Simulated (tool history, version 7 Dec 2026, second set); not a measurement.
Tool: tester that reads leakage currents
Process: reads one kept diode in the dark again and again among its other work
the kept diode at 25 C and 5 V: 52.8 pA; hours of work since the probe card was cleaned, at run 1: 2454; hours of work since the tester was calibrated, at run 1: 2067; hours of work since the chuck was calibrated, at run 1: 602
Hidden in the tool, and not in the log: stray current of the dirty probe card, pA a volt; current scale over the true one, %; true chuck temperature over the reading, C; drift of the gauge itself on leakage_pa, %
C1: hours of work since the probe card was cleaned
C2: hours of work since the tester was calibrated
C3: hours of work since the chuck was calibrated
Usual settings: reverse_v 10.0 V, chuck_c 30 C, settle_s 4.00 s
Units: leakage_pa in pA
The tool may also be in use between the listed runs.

run 1 hour=0.0 | reverse_v=10.0 chuck_c=30 settle_s=4.00 | C1=2454 C2=2067 C3=602 | leakage_pa=117.29
run 2 hour=115.0 | reverse_v=10.0 chuck_c=41 settle_s=4.00 | C1=2501 C2=2114 C3=649 | leakage_pa=249.46
run 3 hour=199.1 | reverse_v=10.0 chuck_c=30 settle_s=0.81 | C1=2535 C2=2148 C3=683 | leakage_pa=120.09
-- hour=273.0 probe card cleaned and baked
run 4 hour=273.0 | reverse_v=10.0 chuck_c=30 settle_s=0.81 | C1=0 C2=2177 C3=712 | leakage_pa=135.81
run 5 hour=343.2 | reverse_v=6.8 chuck_c=30 settle_s=0.81 | C1=28 C2=2205 C3=740 | leakage_pa=110.87
run 6 hour=441.6 | reverse_v=10.0 chuck_c=30 settle_s=4.00 | C1=68 C2=2245 C3=780 | leakage_pa=133.61
-- hour=491.2 probe card cleaned and baked, once more
run 7 hour=557.2 | reverse_v=10.0 chuck_c=30 settle_s=0.68 | C1=27 C2=2290 C3=826 | leakage_pa=96.20
run 8 hour=665.2 | reverse_v=10.0 chuck_c=30 settle_s=0.68 | C1=71 C2=2334 C3=869 | leakage_pa=96.07
run 9 hour=800.1 | reverse_v=10.0 chuck_c=30 settle_s=4.58 | C1=125 C2=2389 C3=924 | leakage_pa=93.31
run 10 hour=862.1 | reverse_v=10.0 chuck_c=30 settle_s=4.58 | C1=150 C2=2414 C3=949 | leakage_pa=92.74
run 11 hour=955.8 | reverse_v=10.0 chuck_c=30 settle_s=4.58 | C1=188 C2=2452 C3=987 | leakage_pa=92.86
run 12 hour=1015.3 | reverse_v=10.0 chuck_c=30 settle_s=4.58 | C1=212 C2=2476 C3=1011 | leakage_pa=92.13
run 13 hour=1120.0 | reverse_v=10.0 chuck_c=30 settle_s=4.58 | C1=255 C2=2518 C3=1053 | leakage_pa=92.84
run 14 hour=1247.2 | reverse_v=10.0 chuck_c=30 settle_s=0.65 | C1=306 C2=2570 C3=1105 | leakage_pa=95.76
run 15 hour=1308.2 | reverse_v=10.0 chuck_c=30 settle_s=4.00 | C1=331 C2=2595 C3=1130 | leakage_pa=93.03
run 16 hour=1428.0 | reverse_v=10.0 chuck_c=30 settle_s=0.61 | C1=379 C2=2643 C3=1178 | leakage_pa=96.49
run 17 hour=1537.9 | reverse_v=10.0 chuck_c=30 settle_s=0.61 | C1=424 C2=2688 C3=1223 | leakage_pa=95.86
run 18 hour=1664.7 | reverse_v=10.0 chuck_c=30 settle_s=0.61 | C1=475 C2=2739 C3=1274 | leakage_pa=96.02
run 19 hour=1738.4 | reverse_v=10.0 chuck_c=30 settle_s=0.61 | C1=505 C2=2769 C3=1304 | leakage_pa=95.86
run 20 hour=1850.3 | reverse_v=10.0 chuck_c=30 settle_s=4.00 | C1=551 C2=2814 C3=1349 | leakage_pa=92.95
run 21 hour=1987.7 | reverse_v=7.0 chuck_c=46 settle_s=8.26 | C1=606 C2=2870 C3=1405 | leakage_pa=277.18
-- hour=2027.1 chuck's temperature calibrated
-- hour=2121.5 tester calibrated
run 22 hour=2124.4 | reverse_v=18.9 chuck_c=30 settle_s=4.00 | C1=660 C2=1 C3=39 | leakage_pa=137.06
run 23 hour=2217.5 | reverse_v=18.9 chuck_c=30 settle_s=4.00 | C1=698 C2=39 C3=76 | leakage_pa=137.54
run 24 hour=2296.1 | reverse_v=18.9 chuck_c=30 settle_s=4.00 | C1=730 C2=71 C3=108 | leakage_pa=137.37
run 25 hour=2377.5 | reverse_v=11.3 chuck_c=37 settle_s=9.11 | C1=763 C2=104 C3=141 | leakage_pa=191.40
run 26 hour=2458.9 | reverse_v=1.0 chuck_c=27 settle_s=9.15 | C1=795 C2=137 C3=174 | leakage_pa=37.54
run 27 hour=2564.5 | reverse_v=1.0 chuck_c=37 settle_s=9.15 | C1=838 C2=180 C3=217 | leakage_pa=83.05
run 28 hour=2647.2 | reverse_v=8.4 chuck_c=27 settle_s=2.75 | C1=872 C2=213 C3=250 | leakage_pa=80.45
run 29 hour=2785.3 | reverse_v=10.0 chuck_c=30 settle_s=4.00 | C1=928 C2=269 C3=306 | leakage_pa=108.19
run 30 hour=2867.4 | reverse_v=10.0 chuck_c=30 settle_s=4.00 | C1=961 C2=302 C3=340 | leakage_pa=107.88
run 31 hour=2989.3 | reverse_v=5.6 chuck_c=31 settle_s=1.27 | C1=1010 C2=352 C3=389 | leakage_pa=94.22
run 32 hour=3118.6 | reverse_v=5.6 chuck_c=31 settle_s=1.27 | C1=1063 C2=404 C3=441 | leakage_pa=94.15
run 33 hour=3223.5 | reverse_v=15.3 chuck_c=31 settle_s=3.01 | C1=1105 C2=446 C3=484 | leakage_pa=137.70
run 34 hour=3340.0 | reverse_v=15.3 chuck_c=23 settle_s=3.01 | C1=1152 C2=494 C3=531 | leakage_pa=78.77
run 35 hour=3405.3 | reverse_v=4.4 chuck_c=44 settle_s=1.18 | C1=1179 C2=520 C3=558 | leakage_pa=228.11
run 36 hour=3509.1 | reverse_v=10.0 chuck_c=44 settle_s=2.94 | C1=1221 C2=562 C3=600 | leakage_pa=302.89
run 37 hour=3630.9 | reverse_v=4.9 chuck_c=53 settle_s=0.51 | C1=1270 C2=611 C3=649 | leakage_pa=453.04
run 38 hour=3723.2 | reverse_v=1.4 chuck_c=45 settle_s=0.58 | C1=1308 C2=649 C3=686 | leakage_pa=166.00
run 39 hour=3835.4 | reverse_v=1.4 chuck_c=48 settle_s=0.58 | C1=1353 C2=694 C3=732 | leakage_pa=205.59

Some steps in leakage_pa between neighbouring runs. How much of each would the tool show without its hidden state too (settings, what came in, random variation), and how much is left for the hidden state, with any gauge scatter that isn't in both results?
Run 6 -> 7: settle_s 4.00 -> 0.68, probe card cleaned and baked, once more. leakage_pa -37.41 pA: hidden state -40.24, all else +2.83.
Run 20 -> 21: reverse_v 10.0 -> 7.0, chuck_c 30 -> 46, settle_s 4.00 -> 8.26. leakage_pa +184.23 pA: hidden state -27.96, all else +212.19.
Run 21 -> 22: reverse_v 7.0 -> 18.9, chuck_c 46 -> 30, settle_s 8.26 -> 4.00, chuck's temperature calibrated, tester calibrated. leakage_pa -140.12 pA: hidden state +48.66, all else -188.78.
Run 25 -> 26: reverse_v 11.3 -> 1.0, chuck_c 37 -> 27, settle_s 9.11 -> 9.15. leakage_pa -153.86 pA: hidden state -6.45, all else -147.41.
Run 37 -> 38: reverse_v 4.9 -> 1.4, chuck_c 53 -> 45, settle_s 0.51 -> 0.58. leakage_pa -287.04 pA: hidden state +9.70, all else -296.74.
